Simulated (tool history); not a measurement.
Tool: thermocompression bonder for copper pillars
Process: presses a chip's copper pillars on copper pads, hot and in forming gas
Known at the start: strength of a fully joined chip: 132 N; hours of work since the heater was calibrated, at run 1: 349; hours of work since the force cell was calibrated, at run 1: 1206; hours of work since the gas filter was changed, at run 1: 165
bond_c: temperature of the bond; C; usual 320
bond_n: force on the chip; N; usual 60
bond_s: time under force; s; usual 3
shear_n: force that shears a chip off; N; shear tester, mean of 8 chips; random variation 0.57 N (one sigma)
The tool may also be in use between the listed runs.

run	hour	bond_c	bond_n	bond_s	hours of work since the heater was calibrated	hours of work since the force cell was calibrated	hours of work since the gas filter was changed	shear_n
1	0.0	320	60	3	349	1206	165	68.7
2	46.6	320	60	7	375	1232	191	87.6
3	102.0	320	60	5	406	1263	222	79.0
4	149.7	320	60	9	433	1290	249	91.6
# hour 218.3: force cell calibrated
5	226.6	320	60	9	475	5	291	92.6
6	265.3	320	60	9	497	26	313	93.2
7	302.0	320	60	9	518	47	334	92.1
8	336.2	320	60	9	537	66	353	91.8
9	385.8	320	60	3	565	94	381	66.7
10	449.0	320	60	3	600	129	416	67.4
# hour 514.4: forming gas filter changed
11	514.4	320	60	3	636	166	0	75.2
12	559.4	320	60	3	662	191	25	75.0
13	641.4	320	60	3	708	237	71	74.6
# hour 648.2: heater calibrated with a thermocouple chip
14	709.3	320	60	3	34	274	108	70.8
15	774.9	320	58	3	71	310	145	68.0
16	830.3	322	60	3	102	342	176	69.7
17	866.2	322	60	3	122	362	196	69.3
18	942.6	322	60	3	165	405	239	68.8
19	988.9	322	60	3	191	430	265	68.0
20	1039.1	322	60	3	219	459	293	68.2
21	1072.8	322	60	3	238	477	312	68.2
22	1111.3	322	60	3	260	499	333	67.9
23	1191.7	322	60	9	305	544	378	92.2
24	1231.7	322	60	9	327	567	401	90.2
25	1313.8	322	60	9	373	613	447	90.5
# hour 1325.1: forming gas filter changed
26	1369.5	350	81	9	404	643	25	118.4
27	1441.1	346	66	8	444	684	65	111.0
28	1523.3	301	74	3	490	730	111	67.2
29	1587.9	301	74	3	526	766	147	66.9
30	1668.3	301	74	3	571	811	192	65.0
31	1738.7	301	73	3	611	850	232	65.5
32	1774.5	301	73	3	631	870	252	65.5
33	1824.8	338	47	3	659	899	280	71.7
34	1891.3	320	56	3	696	936	317	67.2
# hour 1916.6: heater calibrated with a thermocouple chip
35	1955.5	295	78	5	22	971	352	68.7
36	2014.5	295	78	6	55	1004	385	71.9
37	2093.8	320	52	2	99	1048	430	50.9
# hour 2133.2: forming gas filter changed
38	2174.8	320	60	4	144	1093	23	77.2
39	2250.2	335	38	5	187	1136	66	77.0

Hidden state or all else? Some run-to-run changes of shear_n, split into what the settings, what came in and random variation would give without the hidden state, and what is left for the hidden state (with any gauge scatter that isn't in both results):
The hidden state here: true temperature of the bond over the reading, C; force that reaches the chip, % of what is set; oxide that the forming gas leaves, % of the face; drift of the gauge itself on shear_n, %.
Run 10 -> 11: forming gas filter changed. shear_n +7.8 N: hidden state +8.7, all else -0.9.
Run 25 -> 26: bond_c 322 -> 350, bond_n 60 -> 81, forming gas filter changed. shear_n +27.9 N: hidden state +10.0, all else +17.9.
Run 27 -> 28: bond_c 346 -> 301, bond_n 66 -> 74, bond_s 8 -> 3. shear_n -43.8 N: hidden state +0.9, all else -44.7.
Run 37 -> 38: bond_n 52 -> 60, bond_s 2 -> 4, forming gas filter changed. shear_n +26.3 N: hidden state +5.8, all else +20.5.
